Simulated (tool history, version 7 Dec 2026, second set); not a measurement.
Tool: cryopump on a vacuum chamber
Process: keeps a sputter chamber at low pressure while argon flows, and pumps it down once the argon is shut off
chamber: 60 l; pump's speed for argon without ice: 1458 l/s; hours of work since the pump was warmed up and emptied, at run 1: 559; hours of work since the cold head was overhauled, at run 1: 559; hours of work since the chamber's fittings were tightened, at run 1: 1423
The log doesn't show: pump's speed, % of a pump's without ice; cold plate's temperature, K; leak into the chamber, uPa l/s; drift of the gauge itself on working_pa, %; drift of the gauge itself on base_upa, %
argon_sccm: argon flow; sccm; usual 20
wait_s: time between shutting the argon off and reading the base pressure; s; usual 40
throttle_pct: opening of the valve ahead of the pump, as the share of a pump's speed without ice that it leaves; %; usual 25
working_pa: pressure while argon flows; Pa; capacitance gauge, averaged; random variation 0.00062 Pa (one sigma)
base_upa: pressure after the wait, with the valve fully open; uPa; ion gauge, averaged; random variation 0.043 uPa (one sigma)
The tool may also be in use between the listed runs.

| run | day | argon_sccm | wait_s | throttle_pct | hours of work since the pump was warmed up and emptied | hours of work since the cold head was overhauled | hours of work since the chamber's fittings were tightened | working_pa | base_upa |
|---|---|---|---|---|---|---|---|---|---|
| 1 | 0 | 20 | 40 | 25 | 559 | 559 | 1423 | 0.0969 | 3.9 |
| 2 | 0.825 | 20 | 40 | 60 | 575 | 575 | 1439 | 0.043 | 3.91 |
| 3 | 2.338 | 20 | 40 | 60 | 603 | 603 | 1468 | 0.0441 | 3.94 |
| 4 | 3.15 | 20 | 40 | 60 | 618 | 618 | 1483 | 0.0437 | 3.93 |
| 5 | 4.754 | 20 | 40 | 60 | 649 | 649 | 1513 | 0.0445 | 4.01 |
| 6 | 5.85 | 20 | 40 | 60 | 669 | 669 | 1534 | 0.0436 | 3.97 |
| 7 | 7.462 | 20 | 243 | 21 | 700 | 700 | 1564 | 0.1161 | 2.13 |
| 8 | 9.192 | 35 | 40 | 25 | 732 | 732 | 1597 | 0.1718 | 4.17 |
| 9 | 10.092 | 15 | 68 | 25 | 749 | 749 | 1614 | 0.0745 | 3.21 |
| 10 | 10.929 | 10 | 49 | 30 | 765 | 765 | 1630 | 0.0426 | 3.75 |

Forecast each of these 5 alternatives for the next run:
| A | 12.175 | 10 | 42 | 30 | 789 | 789 | 1653 | ? | ? |
| B | 12.175 | 11 | 194 | 25 | 789 | 789 | 1653 | ? | ? |
| C | 12.175 | 20 | 125 | 25 | 789 | 789 | 1653 | ? | ? |
| D | 12.175 | 12 | 49 | 27 | 789 | 789 | 1653 | ? | ? |
| E | 12.175 | 36 | 23 | 30 | 789 | 789 | 1653 | ? | ? |

| run | working_pa | base_upa |
|---|---|---|
| A | 0.0423 | 4.06 |
| B | 0.0551 | 2.32 |
| C | 0.0988 | 2.53 |
| D | 0.0552 | 3.88 |
| E | 0.1515 | 5.93 |
Without the tool's hidden state the same runs would have given:
| run | working_pa | base_upa |
|---|---|---|
| A | 0.0389 | 2.44 |
| B | 0.0515 | 0.68 |
| C | 0.0922 | 0.92 |
| D | 0.0512 | 2.21 |
| E | 0.1395 | 4.3 |
